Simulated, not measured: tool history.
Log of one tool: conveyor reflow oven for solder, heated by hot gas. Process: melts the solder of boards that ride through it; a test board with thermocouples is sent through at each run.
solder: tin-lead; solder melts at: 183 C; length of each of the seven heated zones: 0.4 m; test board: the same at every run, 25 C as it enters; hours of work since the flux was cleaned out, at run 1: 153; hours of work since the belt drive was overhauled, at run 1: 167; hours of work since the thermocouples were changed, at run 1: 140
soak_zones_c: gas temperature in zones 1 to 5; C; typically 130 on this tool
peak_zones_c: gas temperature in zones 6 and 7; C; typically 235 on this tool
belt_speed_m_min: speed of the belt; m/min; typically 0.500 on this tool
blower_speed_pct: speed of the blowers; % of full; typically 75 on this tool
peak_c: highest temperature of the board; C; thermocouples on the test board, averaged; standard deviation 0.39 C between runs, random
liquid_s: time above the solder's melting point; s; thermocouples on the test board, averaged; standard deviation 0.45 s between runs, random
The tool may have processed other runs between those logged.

run    day  soak_zones_c  peak_zones_c  belt_speed_m_min  blower_speed_pct  hours of work since the flux was cleaned out  hours of work since the belt drive was overhauled  hours of work since the thermocouples were changed  peak_c  liquid_s
  1  0.000           130           235             0.500                75                                           153                                                167                                                 140   216.7      68.2
  2  0.383           130           235             0.500                75                                           157                                                171                                                 144   216.4      67.8
  3  0.621           130           235             0.500                75                                           160                                                173                                                 147   215.8      68.1
  4  0.996           130           235             0.500                75                                           164                                                177                                                 151   216.5      68.2
  5  1.267           130           235             0.500                64                                           167                                                180                                                 154   213.7      63.4
  6  1.512           130           235             0.549                75                                           169                                                183                                                 156   212.5      57.5
  7  1.742           130           235             0.500                75                                           172                                                185                                                 159   215.6      67.6
  8  1.912           130           235             0.500                75                                           174                                                187                                                 160   216.0      67.3
  9  2.238           130           235             0.500                75                                           177                                                191                                                 164   216.5      67.9
 10  2.625           130           226             0.500                75                                           181                                                195                                                 168   208.8      59.8
 11  2.858           130           226             0.500                75                                           184                                                197                                                 171   207.9      58.9
 12  3.238           130           226             0.500                75                                           188                                                201                                                 175   208.2      58.7
 13  3.492           130           235             0.500                75                                           190                                                204                                                 177   216.3      67.3
 14  3.871           130           235             0.500                75                                           194                                                208                                                 181   216.0      67.4
 15  4.154           130           235             0.438                75                                           198                                                211                                                 184   220.2      82.6
 16  4.521           130           235             0.500                75                                           201                                                215                                                 188   215.8      66.4
 17  4.721           130           235             0.500                75                                           204                                                217                                                 191   215.8      67.5
 18  5.038           124           235             0.500                79                                           207                                                221                                                 194   216.0      64.3
 19  5.208           120           235             0.500                75                                           209                                                222                                                 196   214.3      60.6
 20  5.475           139           235             0.553                75                                           212                                                225                                                 199   214.6      62.7
 21  5.850           130           242             0.500                75                                           216                                                229                                                 203   221.8      72.7
 22  6.162           130           242             0.500                75                                           219                                                233                                                 206   222.1      72.5
 23  6.508           145           223             0.514                57                                           223                                                236                                                 210   204.6      56.2
 24  6.800           130           242             0.470                75                                           226                                                239                                                 213   224.1      79.5
 25  7.162           134           250             0.470                52                                           230                                                243                                                 217   226.0      81.4
 26  7.417           134           250             0.503                84                                           232                                                246                                                 219   230.7      80.8
 27  7.692           134           250             0.503                84                                           235                                                249                                                 222   230.8      80.9

Run 28, settings as shown, results not yet in. Your forecast:
 28  7.917           129           233             0.515                84                                           238                                                251                                                 225       ?         ?

Run 28 produced peak_c 214.2 C, liquid_s 62.9 s.
With the hidden condition absent and the run-to-run variation left alone, this run would have shown peak_c 217.3 C, liquid_s 66.3 s.
